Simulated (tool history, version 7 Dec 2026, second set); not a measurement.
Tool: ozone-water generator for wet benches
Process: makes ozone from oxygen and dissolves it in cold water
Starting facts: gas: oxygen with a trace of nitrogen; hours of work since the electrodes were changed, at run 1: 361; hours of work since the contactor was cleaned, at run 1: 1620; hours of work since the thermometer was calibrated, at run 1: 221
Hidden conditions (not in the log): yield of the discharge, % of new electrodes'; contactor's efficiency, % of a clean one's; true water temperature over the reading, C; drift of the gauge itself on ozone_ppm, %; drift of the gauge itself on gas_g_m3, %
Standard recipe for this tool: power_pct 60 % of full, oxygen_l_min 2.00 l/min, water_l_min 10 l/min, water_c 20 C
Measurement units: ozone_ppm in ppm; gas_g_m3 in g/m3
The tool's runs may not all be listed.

run,day,power_pct,oxygen_l_min,water_l_min,water_c,hours of work since the electrodes were changed,hours of work since the contactor was cleaned,hours of work since the thermometer was calibrated,ozone_ppm,gas_g_m3
1,0.000,60,2.00,10,20,361,1620,221,19.5,237.9
2,4.971,60,2.00,10,20,442,1700,301,19.5,238.8
3,7.921,60,2.00,10,20,489,1748,349,19.6,239.1
4,10.988,60,1.64,10,20,539,1797,398,18.7,262.6
5,17.421,60,1.64,10,20,642,1901,502,18.8,260.4
6,22.312,60,1.64,10,20,721,1980,581,18.9,260.7
7,27.950,60,1.64,10,20,812,2071,672,18.9,260.6
8,32.596,60,1.64,10,20,887,2145,747,19.0,261.2
9,39.304,63,1.64,10,20,995,2254,855,19.2,269.0
10,46.346,63,1.64,10,20,1109,2367,968,19.7,269.3
11,51.788,60,2.00,10,20,1196,2455,1056,19.6,238.2
12,56.229,60,2.00,10,20,1268,2526,1128,19.3,240.0
13,60.950,58,2.00,10,20,1344,2603,1204,19.0,234.0
14,65.321,58,2.00,10,20,1414,2673,1274,19.4,235.5
15,70.229,58,2.00,10,20,1494,2752,1353,19.1,233.6
16,76.292,60,2.00,10,20,1591,2850,1451,19.7,237.6
17,82.808,60,2.00,10,20,1696,2955,1556,19.5,238.7
18,87.592,66,3.48,8,20,1773,3032,1633,25.3,197.1
19,94.554,66,3.48,8,20,1886,3144,1745,25.5,196.4

Run 20 comes next. What will it give?
20,99.125,66,3.48,8,20,1959,3218,1819,?,?

{"run 20": {"ozone_ppm": 25.8, "gas_g_m3": 198.5}}
With no hidden state in the tool, this same run would have given ozone_ppm 25.8 ppm, gas_g_m3 198.6 g/m3.

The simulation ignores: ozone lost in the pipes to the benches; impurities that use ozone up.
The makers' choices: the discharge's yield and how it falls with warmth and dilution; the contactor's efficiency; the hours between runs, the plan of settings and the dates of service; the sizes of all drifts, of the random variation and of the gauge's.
